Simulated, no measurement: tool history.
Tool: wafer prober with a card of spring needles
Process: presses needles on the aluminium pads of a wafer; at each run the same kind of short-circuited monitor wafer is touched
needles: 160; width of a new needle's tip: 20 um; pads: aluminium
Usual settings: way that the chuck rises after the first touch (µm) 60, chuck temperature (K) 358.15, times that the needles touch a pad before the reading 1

run   hour  way that the chuck rises after the first touch (µm)  chuck temperature (K)  times that the needles touch a pad before the reading  resistance of one needle with its contact and lead (mohm)  way that a needle slides on the pad (µm)
  1    0.0                                                   60                 358.15                                                      1                                                        280                                     12.25
       4.9  -- tips cleaned on abrasive film
  2    8.8                                                   60                 358.15                                                      1                                                        363                                     12.03
      10.8  -- tips cleaned on abrasive film
      16.5  -- tips cleaned on abrasive film
  3   19.1                                                   60                 358.15                                                      3                                                        286                                     12.07
      21.9  -- tips cleaned on abrasive film
  4   24.3                                                   60                 358.15                                                      3                                                        285                                     11.79
      27.2  -- tips cleaned on abrasive film
  5   31.4                                                   60                 358.15                                                      3                                                        298                                     11.92
      33.1  -- tips cleaned on abrasive film
      38.7  -- tips cleaned on abrasive film
  6   38.7                                                   60                 358.15                                                      3                                                        265                                     12.21
      44.1  -- tips cleaned on abrasive film
      49.4  -- tips cleaned on abrasive film
  7   50.2                                                   60                 358.15                                                      3                                                        274                                     11.97
      55.2  -- tips cleaned on abrasive film
  8   57.9                                                   49                 358.15                                                      3                                                        312                                      9.68
      60.5  -- tips cleaned on abrasive film
      65.8  -- tips cleaned on abrasive film
  9   65.8                                                   49                 358.15                                                      3                                                        272                                      9.69
      71.7  -- tips cleaned on abrasive film
 10   72.9                                                   60                 358.15                                                      1                                                        301                                     11.68
      77.1  -- tips cleaned on abrasive film
      82.6  -- tips cleaned on abrasive film
 11   82.6                                                   60                 358.15                                                      1                                                        265                                     11.85
      88.4  -- tips cleaned on abrasive film
 12   88.4                                                   60                 309.15                                                      1                                                        263                                     11.63
      93.6  -- tips cleaned on abrasive film
 13   97.7                                                   60                 358.15                                                      3                                                        300                                     11.81
      99.7  -- tips cleaned on abrasive film
     105.2  -- tips cleaned on abrasive film
 14  108.2                                                   60                 358.15                                                      3                                                        295                                     11.59
     110.9  -- tips cleaned on abrasive film
     116.7  -- tips cleaned on abrasive film
 15  116.7                                                   60                 358.15                                                      3                                                        266                                     11.72
     122.1  -- tips cleaned on abrasive film
 16  122.8                                                   60                 358.15                                                      1                                                        298                                     11.51
     127.3  -- tips cleaned on abrasive film
     132.8  -- tips cleaned on abrasive film
 17  133.8                                                   60                 302.15                                                      1                                                        291                                     11.61
     138.0  -- tips cleaned on abrasive film
     143.8  -- tips cleaned on abrasive film
 18  144.8                                                   65                 302.15                                                      1                                                        282                                     12.76
     149.8  -- tips cleaned on abrasive film
 19  149.9                                                   44                 390.15                                                      2                                                        308                                      8.27
     155.1  -- tips cleaned on abrasive film
 20  158.5                                                   60                 349.15                                                      1                                                        370                                     11.56
     160.3  -- tips cleaned on abrasive film
     165.9  -- tips cleaned on abrasive film
 21  166.8                                                   45                 309.15                                                      2                                                        308                                      8.70
     171.2  -- tips cleaned on abrasive film
     176.4  -- tips cleaned on abrasive film
 22  177.0                                                   60                 347.15                                                      2                                                        284                                     11.48
     182.0  -- tips cleaned on abrasive film
     187.6  -- tips cleaned on abrasive film
 23  187.6                                                   63                 371.15                                                      2                                                        269                                     12.33
     193.0  -- tips cleaned on abrasive film
 24  193.0                                                   72                 319.15                                                      2                                                        253                                     14.15
     198.7  -- tips cleaned on abrasive film
     204.2  -- tips cleaned on abrasive film
 25  204.2                                                   76                 356.15                                                      1                                                        259                                     14.61
     210.3  -- tips cleaned on abrasive film
 26  214.7                                                   76                 356.15                                                      1                                                        340                                     14.76
     215.5  -- tips cleaned on abrasive film
     221.2  -- tips cleaned on abrasive film
 27  222.4                                                   76                 356.15                                                      1                                                        283                                     14.75
     226.7  -- tips cleaned on abrasive film
 28  227.5                                                   42                 305.15                                                      2                                                        313                                      7.77
     232.5  -- tips cleaned on abrasive film
 29  233.0                                                   56                 367.15                                                      2                                                        291                                     10.63
     238.2  -- tips cleaned on abrasive film
 30  238.7                                                   50                 313.15                                                      1                                                        297                                      9.25
     244.1  -- tips cleaned on abrasive film
     249.9  -- tips cleaned on abrasive film
 31  250.1                                                   58                 313.15                                                      1                                                        281                                     10.89
     255.1  -- tips cleaned on abrasive film
 32  258.3                                                   58                 313.15                                                      1                                                        393                                     10.76

Hidden state or all else? Some run-to-run changes of resistance of one needle with its contact and lead (mohm), split into what the settings, what came in and random variation would give without the hidden state, and what is left for the hidden state (with any gauge scatter that isn't in both results):
The hidden state here: debris on the tips, nm; way that the needles fall short of the set height, um; tips' diameter, um; drift of the gauge itself on contact_mohm, %; drift of the gauge itself on scrub_um, %.
Run 1 -> 2: tips cleaned on abrasive film. resistance of one needle with its contact and lead (mohm) +83: hidden state +84, all else -1.
Run 19 -> 20: way that the chuck rises after the first touch (µm) 44 -> 60, chuck temperature (K) 390.15 -> 349.15, times that the needles touch a pad before the reading 2 -> 1, tips cleaned on abrasive film. resistance of one needle with its contact and lead (mohm) +62: hidden state +88, all else -26.
Run 25 -> 26: tips cleaned on abrasive film. resistance of one needle with its contact and lead (mohm) +81: hidden state +77, all else +4.
Run 31 -> 32: tips cleaned on abrasive film. resistance of one needle with its contact and lead (mohm) +112: hidden state +112, all else +0.

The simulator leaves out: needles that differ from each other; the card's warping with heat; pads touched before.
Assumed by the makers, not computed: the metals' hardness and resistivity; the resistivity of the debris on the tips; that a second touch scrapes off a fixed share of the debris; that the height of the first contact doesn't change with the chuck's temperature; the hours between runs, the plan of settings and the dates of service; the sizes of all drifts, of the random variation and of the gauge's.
